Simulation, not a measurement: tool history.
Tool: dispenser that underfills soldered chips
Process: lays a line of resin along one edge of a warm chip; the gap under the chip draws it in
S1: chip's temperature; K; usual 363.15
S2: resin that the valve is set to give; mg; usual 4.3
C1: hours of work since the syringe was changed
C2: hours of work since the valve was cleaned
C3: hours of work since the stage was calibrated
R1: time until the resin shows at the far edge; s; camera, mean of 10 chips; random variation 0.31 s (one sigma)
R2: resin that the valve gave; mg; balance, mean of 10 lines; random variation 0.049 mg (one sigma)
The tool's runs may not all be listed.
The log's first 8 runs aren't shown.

At hour 80.7: new syringe of resin.
Run 9, hour 86.3: usual settings but S2 4.49 mg; C1 3; C2 83; C3 395. Result: R1 6.9 s, R2 4.16 mg.
At hour 91.6: new syringe of resin.
Run 10, hour 99.2: usual settings; C1 5; C2 91; C3 403. Result: R1 7.5 s, R2 3.93 mg.
At hour 103.3: new syringe of resin.
At hour 114: new syringe of resin.
Run 11, hour 114.6: usual settings but S2 3.75 mg; C1 0; C2 100; C3 412. Result: R1 5.4 s, R2 3.38 mg.
At hour 125: new syringe of resin.
Run 12, hour 125.8: usual settings but S2 5.38 mg; C1 0; C2 107; C3 419. Result: R1 5.5 s, R2 4.98 mg.
At hour 135.8: new syringe of resin.
Run 13, hour 138.8: usual settings but S2 3.78 mg; C1 2; C2 115; C3 426. Result: R1 6.4 s, R2 3.32 mg.
At hour 147: new syringe of resin.
Run 14, hour 151.8: usual settings but S2 3.78 mg; C1 3; C2 123; C3 434. Result: R1 6.9 s, R2 3.42 mg.
At hour 158.5: new syringe of resin.
At hour 160.3: dispensing valve cleaned and set on the balance.
Run 15, hour 163.8: usual settings; C1 3; C2 2; C3 441. Result: R1 6.2 s, R2 4.33 mg.
At hour 170.6: new syringe of resin.
Run 16, hour 175.7: usual settings but S2 4.08 mg; C1 3; C2 9; C3 448. Result: R1 6.3 s, R2 4.03 mg.
At hour 181.7: new syringe of resin.
Run 17, hour 186: usual settings but S2 4.08 mg; C1 3; C2 16; C3 454. Result: R1 6.4 s, R2 4.05 mg.
At hour 188.4: stage's temperature calibrated.
At hour 194.1: new syringe of resin.
Run 18, hour 198.4: usual settings but S2 4.08 mg; C1 3; C2 22; C3 6. Result: R1 7 s, R2 4.02 mg.
At hour 204.8: new syringe of resin.
Run 19, hour 213.7: usual settings but S1 366.15 K, S2 4.83 mg; C1 6; C2 32; C3 15. Result: R1 8 s, R2 4.61 mg.
At hour 215.8: new syringe of resin.
Run 20, hour 221: usual settings but S1 373.15 K, S2 4.53 mg; C1 3; C2 36; C3 20. Result: R1 5.5 s, R2 4.44 mg.
At hour 226.5: new syringe of resin.
Run 21, hour 228.6: usual settings but S1 373.15 K, S2 4.53 mg; C1 1; C2 41; C3 24. Result: R1 4.8 s, R2 4.4 mg.
At hour 237.3: new syringe of resin.
Run 22, hour 240.7: usual settings but S1 367.15 K, S2 3.7 mg; C1 2; C2 48; C3 31. Result: R1 6 s, R2 3.53 mg.
At hour 248.3: new syringe of resin.
Run 23, hour 250.8: usual settings but S2 4.24 mg; C1 2; C2 54; C3 38. Result: R1 6.5 s, R2 4.04 mg.
At hour 259.8: new syringe of resin.
Run 24, hour 264.4: usual settings but S1 348.15 K, S2 3.73 mg; C1 3; C2 62; C3 46. Result: R1 12.9 s, R2 3.54 mg.
At hour 270.9: new syringe of resin.
Run 25, hour 272.4: usual settings but S1 364.15 K, S2 3.86 mg; C1 1; C2 67; C3 51. Result: R1 6.5 s, R2 3.59 mg.
At hour 281.5: new syringe of resin.
Run 26, hour 281.6: usual settings but S1 366.15 K, S2 4.16 mg; C1 0; C2 72; C3 56. Result: R1 6 s, R2 3.89 mg.
At hour 292.5: new syringe of resin.
Run 27, hour 292.6: usual settings but S2 4.11 mg; C1 0; C2 79; C3 63. Result: R1 5.9 s, R2 3.86 mg.
At hour 304.1: new syringe of resin.
Run 28, hour 308.2: usual settings but S1 373.15 K, S2 5.38 mg; C1 3; C2 89; C3 72. Result: R1 4.5 s, R2 4.96 mg.
At hour 314.8: new syringe of resin.
Run 29, hour 324.1: usual settings but S1 360.15 K, S2 5.38 mg; C1 6; C2 98; C3 82. Result: R1 9.3 s, R2 4.98 mg.
At hour 325.4: new syringe of resin.
Run 30, hour 333.8: usual settings but S1 367.15 K, S2 3.85 mg; C1 5; C2 104; C3 88. Result: R1 8.3 s, R2 3.46 mg.
At hour 336.8: new syringe of resin.
At hour 347.6: new syringe of resin.
Run 31, hour 349.3: usual settings but S2 4.74 mg; C1 1; C2 113; C3 97. Result: R1 6.6 s, R2 4.3 mg.
At hour 358.2: new syringe of resin.
Run 32, hour 359.1: usual settings but S1 369.15 K, S2 4.69 mg; C1 1; C2 119; C3 103. Result: R1 4.5 s, R2 4.24 mg.
At hour 369: new syringe of resin.
Run 33, hour 372: usual settings but S1 362.15 K, S2 4.97 mg; C1 2; C2 127; C3 111. Result: R1 6.7 s, R2 4.39 mg.

Forecast each of these 3 alternatives for the next run:
At hour 374: dispensing valve cleaned and set on the balance.
At hour 381.4: new syringe of resin.
Run A, hour 388.9: usual settings but S1 357.15 K, S2 4.15 mg; C1 5; C2 9; C3 120. Result: R1 ?, R2 ?.
At hour 374: dispensing valve cleaned and set on the balance.
At hour 381.4: new syringe of resin.
Run B, hour 388.9: usual settings but S2 3.75 mg; C1 5; C2 9; C3 120. Result: R1 ?, R2 ?.
At hour 374: dispensing valve cleaned and set on the balance.
At hour 381.4: new syringe of resin.
Run C, hour 388.9: usual settings but S1 370.15 K, S2 5.45 mg; C1 5; C2 9; C3 120. Result: R1 ?, R2 ?.

run   R1    R2
  A  9.9   4.1
  B  8.3  3.69
  C  6.5  5.38
Without the tool's hidden state the same runs would have given:
run   R1    R2
  A  7.4  4.13
  B  6.3  3.71
  C    5  5.41

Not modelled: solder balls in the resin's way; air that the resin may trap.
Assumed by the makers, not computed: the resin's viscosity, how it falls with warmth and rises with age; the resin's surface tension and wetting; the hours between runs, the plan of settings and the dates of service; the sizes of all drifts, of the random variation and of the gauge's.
